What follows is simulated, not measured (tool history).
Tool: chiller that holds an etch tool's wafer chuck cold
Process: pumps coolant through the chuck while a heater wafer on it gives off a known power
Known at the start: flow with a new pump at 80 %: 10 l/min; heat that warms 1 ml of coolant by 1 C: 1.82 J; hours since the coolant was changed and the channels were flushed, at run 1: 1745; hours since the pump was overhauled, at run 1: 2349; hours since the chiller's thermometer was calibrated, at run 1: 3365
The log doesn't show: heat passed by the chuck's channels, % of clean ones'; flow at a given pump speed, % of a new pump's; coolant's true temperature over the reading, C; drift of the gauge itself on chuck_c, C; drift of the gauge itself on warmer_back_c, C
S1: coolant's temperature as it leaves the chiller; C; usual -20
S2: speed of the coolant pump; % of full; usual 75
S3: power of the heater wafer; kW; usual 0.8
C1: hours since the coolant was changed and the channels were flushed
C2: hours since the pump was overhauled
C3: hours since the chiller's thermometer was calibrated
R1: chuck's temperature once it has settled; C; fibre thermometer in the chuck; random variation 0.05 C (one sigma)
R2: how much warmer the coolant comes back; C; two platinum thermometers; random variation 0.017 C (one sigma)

{"run": 1, "hour": 0.0, "S1": -20, "S2": 75, "S3": 0.8, "C1": 1745, "C2": 2349, "C3": 3365, "R1": -15.03, "R2": 2.95}
{"run": 2, "hour": 42.6, "S1": -20, "S2": 75, "S3": 0.8, "C1": 1788, "C2": 2392, "C3": 3407, "R1": -15.06, "R2": 2.92}
{"run": 3, "hour": 124.5, "S1": -20, "S2": 75, "S3": 0.8, "C1": 1870, "C2": 2474, "C3": 3489, "R1": -14.96, "R2": 2.94}
{"run": 4, "hour": 171.7, "S1": -20, "S2": 75, "S3": 0.8, "C1": 1917, "C2": 2521, "C3": 3536, "R1": -15.03, "R2": 2.92}
{"run": 5, "hour": 212.5, "S1": -23, "S2": 75, "S3": 0.8, "C1": 1958, "C2": 2562, "C3": 3577, "R1": -18.09, "R2": 2.96}
{"run": 6, "hour": 279.3, "S1": -23, "S2": 75, "S3": 0.8, "C1": 2024, "C2": 2628, "C3": 3644, "R1": -18.04, "R2": 2.96}
{"run": 7, "hour": 365.7, "S1": -23, "S2": 75, "S3": 0.8, "C1": 2111, "C2": 2715, "C3": 3730, "R1": -17.97, "R2": 2.94}
{"run": 8, "hour": 448.9, "S1": -20, "S2": 75, "S3": 0.8, "C1": 2194, "C2": 2798, "C3": 3814, "R1": -15.12, "R2": 2.94}
{"run": 9, "hour": 497.9, "S1": -20, "S2": 75, "S3": 0.8, "C1": 2243, "C2": 2847, "C3": 3862, "R1": -15.11, "R2": 2.92}
{"run": 10, "hour": 557.2, "S1": -20, "S2": 75, "S3": 0.8, "C1": 2302, "C2": 2906, "C3": 3922, "R1": -14.97, "R2": 2.95}
{"run": 11, "hour": 596.3, "S1": -20, "S2": 75, "S3": 0.8, "C1": 2341, "C2": 2945, "C3": 3961, "R1": -15.09, "R2": 2.93}
{"run": 12, "hour": 649.4, "S1": -20, "S2": 79, "S3": 0.8, "C1": 2394, "C2": 2998, "C3": 4014, "R1": -15.2, "R2": 2.79}
{"run": 13, "hour": 722.3, "S1": -20, "S2": 75, "S3": 0.8, "C1": 2467, "C2": 3071, "C3": 4087, "R1": -15.11, "R2": 2.95}
{"run": 14, "hour": 798.7, "S1": -20, "S2": 75, "S3": 0.8, "C1": 2544, "C2": 3148, "C3": 4163, "R1": -14.95, "R2": 2.94}
{"run": 15, "hour": 862.6, "S1": -20, "S2": 75, "S3": 0.8, "C1": 2608, "C2": 3212, "C3": 4227, "R1": -15.04, "R2": 2.95}
{"run": 16, "hour": 924.4, "S1": -20, "S2": 75, "S3": 0.8, "C1": 2669, "C2": 3274, "C3": 4289, "R1": -14.96, "R2": 2.96}
{"run": 17, "hour": 1009.2, "S1": -18, "S2": 76, "S3": 0.417, "C1": 2754, "C2": 3358, "C3": 4374, "R1": -16, "R2": 1.53}
{"run": 18, "hour": 1092.4, "S1": -18, "S2": 75, "S3": 0.8, "C1": 2837, "C2": 3442, "C3": 4457, "R1": -13.01, "R2": 2.94}
{"run": 19, "hour": 1175.9, "S1": -20, "S2": 75, "S3": 0.973, "C1": 2921, "C2": 3525, "C3": 4541, "R1": -13.69, "R2": 3.64}
{"run": 20, "hour": 1232.4, "S1": -20, "S2": 72, "S3": 0.499, "C1": 2977, "C2": 3581, "C3": 4597, "R1": -17.28, "R2": 1.94}
{"run": 21, "hour": 1272.8, "S1": -20, "S2": 82, "S3": 1.002, "C1": 3018, "C2": 3622, "C3": 4637, "R1": -14.08, "R2": 3.39}
{"run": 22, "hour": 1343.4, "S1": -20, "S2": 82, "S3": 1.002, "C1": 3088, "C2": 3692, "C3": 4708, "R1": -14, "R2": 3.39}
{"run": 23, "hour": 1409.6, "S1": -10, "S2": 62, "S3": 0.8, "C1": 3155, "C2": 3759, "C3": 4774, "R1": -4.09, "R2": 3.63}
{"run": 24, "hour": 1457.2, "S1": -20, "S2": 69, "S3": 1.163, "C1": 3202, "C2": 3806, "C3": 4822, "R1": -11.63, "R2": 4.71}
{"run": 25, "hour": 1542.6, "S1": -28, "S2": 64, "S3": 0.986, "C1": 3288, "C2": 3892, "C3": 4907, "R1": -20.63, "R2": 4.34}
{"run": 26, "hour": 1599.0, "S1": -28, "S2": 64, "S3": 0.986, "C1": 3344, "C2": 3948, "C3": 4964, "R1": -20.74, "R2": 4.32}
{"run": 27, "hour": 1643.2, "S1": -11, "S2": 93, "S3": 0.986, "C1": 3388, "C2": 3992, "C3": 5008, "R1": -5.82, "R2": 2.94}
{"run": 28, "hour": 1679.5, "S1": -12, "S2": 92, "S3": 0.87, "C1": 3425, "C2": 4029, "C3": 5044, "R1": -7.49, "R2": 2.61}
{"run": 29, "hour": 1746.0, "S1": -13, "S2": 99, "S3": 0.8, "C1": 3491, "C2": 4095, "C3": 5111, "R1": -9.25, "R2": 2.24}
{"run": 30, "hour": 1808.1, "S1": -20, "S2": 62, "S3": 0.8, "C1": 3553, "C2": 4157, "C3": 5173, "R1": -14.07, "R2": 3.64}
{"hour": 1856.9, "done": "coolant changed, channels flushed"}
{"run": 31, "hour": 1897.3, "S1": -20, "S2": 90, "S3": 0.8, "C1": 40, "C2": 4240, "C3": 5256, "R1": -16.4, "R2": 2.48}

Forecast each of these 3 alternatives for the next run:
{"run": "A", "hour": 1949.4, "S1": -26, "S2": 90, "S3": 0.8, "C1": 92, "C2": 4293, "C3": 5308, "R1": "?", "R2": "?"}
{"run": "B", "hour": 1949.4, "S1": -29, "S2": 90, "S3": 0.8, "C1": 92, "C2": 4293, "C3": 5308, "R1": "?", "R2": "?"}
{"run": "C", "hour": 1949.4, "S1": -11, "S2": 72, "S3": 0.875, "C1": 92, "C2": 4293, "C3": 5308, "R1": "?", "R2": "?"}

run=A R1=-22.24 R2=2.48
run=B R1=-25.34 R2=2.46
run=C R1=-5.91 R2=3.42
Without the tool's hidden state the same runs would have given:
run=A R1=-21.15 R2=2.33
run=B R1=-24.24 R2=2.31
run=C R1=-4.9 R2=3.21
